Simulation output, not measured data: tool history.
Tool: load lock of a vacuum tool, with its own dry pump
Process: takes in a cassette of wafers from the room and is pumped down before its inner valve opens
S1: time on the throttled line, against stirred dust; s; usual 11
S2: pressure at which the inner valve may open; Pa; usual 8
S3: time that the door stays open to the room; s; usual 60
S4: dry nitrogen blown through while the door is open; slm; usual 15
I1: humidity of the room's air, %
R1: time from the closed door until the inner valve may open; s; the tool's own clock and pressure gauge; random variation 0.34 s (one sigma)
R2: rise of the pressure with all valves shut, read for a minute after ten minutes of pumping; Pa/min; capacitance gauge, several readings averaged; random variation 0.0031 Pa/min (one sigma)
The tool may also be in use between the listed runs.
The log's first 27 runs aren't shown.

{"run": 28, "hour": 3747.7, "S1": 11, "S2": 6, "S3": 65, "S4": 15, "I1": 43.8, "R1": 27.1, "R2": 0.215}
{"run": 29, "hour": 3900.9, "S1": 11, "S2": 6, "S3": 65, "S4": 15, "I1": 42.1, "R1": 26.8, "R2": 0.23}
{"run": 30, "hour": 3997.8, "S1": 11, "S2": 6, "S3": 65, "S4": 15, "I1": 45.0, "R1": 27.8, "R2": 0.229}
{"run": 31, "hour": 4153.0, "S1": 15, "S2": 9, "S3": 105, "S4": 31, "I1": 42.5, "R1": 29.4, "R2": 0.225}
{"run": 32, "hour": 4236.4, "S1": 15, "S2": 9, "S3": 105, "S4": 31, "I1": 46.7, "R1": 29.8, "R2": 0.236}
{"run": 33, "hour": 4413.6, "S1": 10, "S2": 13, "S3": 105, "S4": 31, "I1": 43.0, "R1": 25.2, "R2": 0.247}
{"run": 34, "hour": 4501.0, "S1": 10, "S2": 13, "S3": 105, "S4": 31, "I1": 45.7, "R1": 24.8, "R2": 0.254}
{"run": 35, "hour": 4621.5, "S1": 10, "S2": 11, "S3": 105, "S4": 31, "I1": 45.8, "R1": 25.0, "R2": 0.251}
{"run": 36, "hour": 4766.9, "S1": 20, "S2": 7, "S3": 60, "S4": 14, "I1": 43.7, "R1": 33.0, "R2": 0.26}
{"run": 37, "hour": 4901.9, "S1": 16, "S2": 7, "S3": 43, "S4": 7, "I1": 45.8, "R1": 29.9, "R2": 0.267}

Forecast each of these 3 alternatives for the next run:
{"run": "A", "hour": 5006.9, "S1": 21, "S2": 6, "S3": 42, "S4": 15, "I1": 43.3, "R1": "?", "R2": "?"}
{"run": "B", "hour": 5006.9, "S1": 14, "S2": 7, "S3": 39, "S4": 7, "I1": 44.3, "R1": "?", "R2": "?"}
{"run": "C", "hour": 5006.9, "S1": 17, "S2": 6, "S3": 50, "S4": 7, "I1": 45.8, "R1": "?", "R2": "?"}

run=A R1=34.1 R2=0.263
run=B R1=29.7 R2=0.272
run=C R1=32.1 R2=0.289
Without the tool's hidden state the same runs would have given:
run=A R1=33.2 R2=0.075
run=B R1=28.7 R2=0.085
run=C R1=31.1 R2=0.104

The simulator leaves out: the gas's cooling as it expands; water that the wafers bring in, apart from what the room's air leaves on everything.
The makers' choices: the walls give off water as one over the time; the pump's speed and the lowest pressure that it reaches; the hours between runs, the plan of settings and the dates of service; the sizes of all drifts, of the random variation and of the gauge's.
